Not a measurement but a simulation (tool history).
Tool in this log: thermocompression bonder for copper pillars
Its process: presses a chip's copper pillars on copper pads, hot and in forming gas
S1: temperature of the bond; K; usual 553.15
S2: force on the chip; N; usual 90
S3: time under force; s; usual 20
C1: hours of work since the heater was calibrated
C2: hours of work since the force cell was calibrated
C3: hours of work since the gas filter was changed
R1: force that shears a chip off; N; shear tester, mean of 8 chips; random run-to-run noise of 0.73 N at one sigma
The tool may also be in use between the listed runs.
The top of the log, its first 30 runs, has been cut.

Run 31, hour 312.0: usual settings but S2 58 N, S3 11 s; C1 12; C2 187; C3 199. Result: R1 31.6 N.
Run 32, hour 322.8: usual settings but S2 58 N, S3 11 s; C1 17; C2 192; C3 204. Result: R1 32.2 N.
Run 33, hour 332.7: usual settings but S1 562.15 K, S2 79 N, S3 14 s; C1 22; C2 198; C3 209. Result: R1 47.1 N.
Run 34, hour 338.8: usual settings but S1 562.15 K, S2 79 N, S3 14 s; C1 26; C2 201; C3 213. Result: R1 47.1 N.
Run 35, hour 346.1: usual settings but S1 531.15 K, S2 65 N, S3 27 s; C1 29; C2 205; C3 217. Result: R1 38.4 N.
Run 36, hour 352.8: usual settings but S1 558.15 K, S2 88 N, S3 34 s; C1 33; C2 208; C3 220. Result: R1 60.7 N.
Run 37, hour 364.3: usual settings but S1 558.15 K, S2 88 N, S3 34 s; C1 39; C2 214; C3 226. Result: R1 59.6 N.
At hour 369.6: forming gas filter changed.
Run 38, hour 375.3: usual settings but S1 558.15 K, S2 88 N, S3 34 s; C1 44; C2 220; C3 3. Result: R1 68.5 N.
Run 39, hour 387.1: usual settings but S1 558.15 K, S2 88 N, S3 34 s; C1 51; C2 226; C3 9. Result: R1 67.7 N.
Run 40, hour 401.1: usual settings but S2 130 N; C1 58; C2 233; C3 16. Result: R1 69.2 N.

Each row is a separate what-if for the run after 40, all from the same tool condition, not one after another. Results?
Run A, hour 409.6: usual settings but S1 565.15 K, S2 67 N; C1 62; C2 238; C3 21. Result: R1 ?.
Run B, hour 409.6: usual settings but S1 545.15 K, S2 67 N, S3 46 s; C1 62; C2 238; C3 21. Result: R1 ?.
Run C, hour 409.6: usual settings but S1 546.15 K, S2 80 N, S3 42 s; C1 62; C2 238; C3 21. Result: R1 ?.
Run D, hour 409.6: usual settings but S1 526.15 K, S2 88 N, S3 36 s; C1 62; C2 238; C3 21. Result: R1 ?.

run    R1
  A  52.3
  B  57.5
  C  61.6
  D  52.8
What these runs would have given with no unlogged condition in the tool:
run    R1
  A  52.3
  B  57.6
  C  61.8
  D  52.9

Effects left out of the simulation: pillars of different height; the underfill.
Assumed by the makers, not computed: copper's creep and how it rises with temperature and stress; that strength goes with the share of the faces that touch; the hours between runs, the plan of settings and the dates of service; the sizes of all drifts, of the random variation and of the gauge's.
